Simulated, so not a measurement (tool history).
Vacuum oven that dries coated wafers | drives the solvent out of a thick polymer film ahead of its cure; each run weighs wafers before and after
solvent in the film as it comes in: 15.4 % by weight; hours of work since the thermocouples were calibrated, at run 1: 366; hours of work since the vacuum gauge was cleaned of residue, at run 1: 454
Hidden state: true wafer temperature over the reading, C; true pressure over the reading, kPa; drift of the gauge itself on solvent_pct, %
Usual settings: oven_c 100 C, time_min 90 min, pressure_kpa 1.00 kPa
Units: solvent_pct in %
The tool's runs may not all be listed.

run,hour,oven_c,time_min,pressure_kpa,hours of work since the thermocouples were calibrated,hours of work since the vacuum gauge was cleaned of residue,solvent_pct
1,0.0,100,90,1.00,366,454,1.69
2,51.4,100,90,1.00,387,476,1.65
3,105.5,100,90,1.00,410,499,1.61
4,139.0,100,90,1.00,425,513,1.64
5,194.9,100,90,1.00,449,537,1.63
6,259.4,100,90,1.00,476,564,1.62
7,289.7,100,90,0.73,489,577,1.39
8,331.4,100,90,1.20,507,595,1.80
9,362.5,100,82,1.00,520,608,1.94
10,405.2,100,82,1.00,538,626,1.79
11,449.4,100,90,1.17,557,645,1.78
12,483.1,100,90,1.00,571,660,1.65
13,527.2,100,90,1.00,590,678,1.53
14,584.5,100,90,1.00,615,703,1.58
15,639.7,100,90,1.00,638,726,1.63
16,693.6,105,90,1.00,661,749,1.03
17,758.5,105,90,1.00,689,777,1.09
18,797.0,100,90,0.74,705,793,1.42
19,843.3,100,90,0.74,725,813,1.52
20,904.9,100,123,0.74,751,839,0.84
# hour 937.8: oven's thermocouples calibrated
21,964.5,100,90,1.00,11,864,1.95
22,1029.7,100,90,1.00,39,892,1.89
23,1098.9,96,90,1.00,69,921,2.85
24,1158.6,100,90,0.92,94,946,1.88
25,1201.2,112,90,3.45,112,965,1.82
26,1235.6,113,99,1.00,127,979,0.57
27,1304.1,113,99,1.00,156,1008,0.65
28,1347.9,111,155,1.00,175,1027,0.70
29,1384.8,111,155,1.00,190,1043,0.73
30,1437.9,111,155,1.00,213,1065,0.71
# hour 1445.3: vacuum gauge cleaned of residue and calibrated
31,1489.3,100,90,1.80,234,19,2.38
32,1547.1,114,90,1.39,259,43,0.70
33,1616.8,89,90,0.77,289,73,4.65
34,1679.9,88,93,2.77,316,100,6.42
35,1745.8,93,116,0.52,344,128,2.39
36,1776.9,100,162,0.50,357,141,0.90
37,1813.8,86,86,1.98,373,157,6.66
# hour 1859.3: vacuum gauge cleaned of residue and calibrated, once more
38,1882.3,107,78,3.32,401,10,1.93
39,1952.1,94,128,0.57,431,40,1.41
40,1986.3,100,63,1.15,445,54,2.57
41,2041.9,100,63,1.15,469,78,2.61
42,2094.0,102,159,0.95,491,100,0.67
43,2126.8,90,90,0.54,505,114,3.63
44,2156.1,90,90,0.54,518,126,3.57
45,2217.6,90,90,0.54,544,153,3.55

Forecast each of these 5 alternatives for the next run:
A,2280.6,90,140,0.54,571,179,?
B,2280.6,90,120,0.54,571,179,?
C,2280.6,92,90,1.00,571,179,?
D,2280.6,100,90,1.23,571,179,?
E,2280.6,89,158,2.17,571,179,?

run,solvent_pct
A,1.94
B,2.44
C,3.38
D,1.66
E,3.26
Without the tool's hidden state the same runs would have given:
run,solvent_pct
A,2.15
B,2.68
C,3.66
D,1.81
E,3.48
